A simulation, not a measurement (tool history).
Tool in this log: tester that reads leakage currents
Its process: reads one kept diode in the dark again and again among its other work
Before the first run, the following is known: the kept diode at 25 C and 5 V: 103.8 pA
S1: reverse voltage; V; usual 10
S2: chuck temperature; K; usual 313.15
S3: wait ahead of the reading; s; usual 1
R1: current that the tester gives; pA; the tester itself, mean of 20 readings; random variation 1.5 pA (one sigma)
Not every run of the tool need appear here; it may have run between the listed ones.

Run 1, hour 0: usual settings. Result: R1 511.99 pA.
Run 2, hour 105.6: usual settings. Result: R1 512.71 pA.
Run 3, hour 255.3: usual settings but S1 2.5 V. Result: R1 291.9 pA.
At hour 405.8: tester calibrated.
Run 4, hour 415.9: usual settings but S1 2.5 V. Result: R1 287.59 pA.
Run 5, hour 600.5: usual settings but S1 2.5 V. Result: R1 289.07 pA.
Run 6, hour 760.1: usual settings but S1 2.5 V. Result: R1 290.04 pA.
Run 7, hour 893.1: usual settings but S1 2.5 V. Result: R1 290.31 pA.
At hour 921.2: chuck's temperature calibrated.
Run 8, hour 976.6: usual settings but S1 2.5 V. Result: R1 276.28 pA.
Run 9, hour 1102.6: usual settings. Result: R1 489.71 pA.
Run 10, hour 1293: usual settings. Result: R1 491.81 pA.
Run 11, hour 1457.6: usual settings but S3 0.36 s. Result: R1 497.2 pA.
Run 12, hour 1606.9: usual settings but S1 2.9 V. Result: R1 297.06 pA.
Run 13, hour 1740.2: usual settings. Result: R1 497.9 pA.
Run 14, hour 1897.2: usual settings. Result: R1 499.67 pA.
Run 15, hour 1998.5: usual settings. Result: R1 500.7 pA.
Run 16, hour 2080.3: usual settings. Result: R1 501.65 pA.
Run 17, hour 2266.7: usual settings. Result: R1 502.35 pA.
Run 18, hour 2354.3: usual settings. Result: R1 503.33 pA.
Run 19, hour 2462.1: usual settings. Result: R1 507.3 pA.
Run 20, hour 2646.5: usual settings but S1 19.4 V, S2 308.15 K, S3 0.47 s. Result: R1 455.96 pA.
Run 21, hour 2757.4: usual settings but S1 19.4 V, S2 308.15 K, S3 0.47 s. Result: R1 458.93 pA.
Run 22, hour 2866.9: usual settings but S1 2.1 V, S2 318.15 K, S3 0.4 s. Result: R1 395.89 pA.
Run 23, hour 3009.7: usual settings but S1 3.4 V, S2 318.15 K, S3 0.4 s. Result: R1 482.84 pA.
Run 24, hour 3104.3: usual settings but S1 14.3 V, S2 333.15 K, S3 5.99 s. Result: R1 2605.97 pA.
At hour 3118.7: probe card cleaned and baked.
Run 25, hour 3237.7: usual settings but S1 14.3 V, S2 333.15 K, S3 5.99 s. Result: R1 2609.35 pA.
Run 26, hour 3352.3: usual settings but S1 3.5 V, S2 330.15 K, S3 1.1 s. Result: R1 1188.46 pA.
Run 27, hour 3489.3: usual settings but S1 3.5 V, S2 316.15 K, S3 1.1 s. Result: R1 424.02 pA.
Run 28, hour 3652.5: usual settings but S1 3.5 V, S2 316.15 K, S3 1.1 s. Result: R1 423.25 pA.
Run 29, hour 3766.5: usual settings but S1 2.3 V, S2 301.15 K, S3 1.33 s. Result: R1 107.01 pA.
Run 30, hour 3907.5: usual settings but S1 15.8 V, S2 305.15 K, S3 8.42 s. Result: R1 337.53 pA.
At hour 4031.3: probe card cleaned and baked, once more.
Run 31, hour 4088.8: usual settings but S1 15.8 V, S2 305.15 K, S3 8.42 s. Result: R1 326.85 pA.
Run 32, hour 4166.7: usual settings but S1 1.2 V, S2 304.15 K, S3 2.59 s. Result: R1 104.82 pA.
Run 33, hour 4318: usual settings but S1 3.7 V, S2 324.15 K, S3 0.69 s. Result: R1 798.61 pA.
At hour 4376.1: chuck's temperature calibrated.
Run 34, hour 4407.8: usual settings but S1 3.7 V, S2 324.15 K, S3 0.69 s. Result: R1 757.19 pA.
Run 35, hour 4528.6: usual settings but S1 3.7 V, S2 324.15 K, S3 0.6 s. Result: R1 753.38 pA.

Each row is a separate what-if for the run after 35, all from the same tool condition, not one after another. Results?
Run A, hour 4653.2: usual settings but S1 1 V. Result: R1 ?.
Run B, hour 4653.2: usual settings but S2 330.15 K. Result: R1 ?.
Run C, hour 4653.2: usual settings but S1 2.3 V, S2 324.15 K, S3 0.6 s. Result: R1 ?.

run      R1
  A  190.94
  B  1764.2
  C  624.27
Without the tool's unlogged condition, the same runs would have read:
run       R1
  A   188.76
  B  1743.89
  C   617.19

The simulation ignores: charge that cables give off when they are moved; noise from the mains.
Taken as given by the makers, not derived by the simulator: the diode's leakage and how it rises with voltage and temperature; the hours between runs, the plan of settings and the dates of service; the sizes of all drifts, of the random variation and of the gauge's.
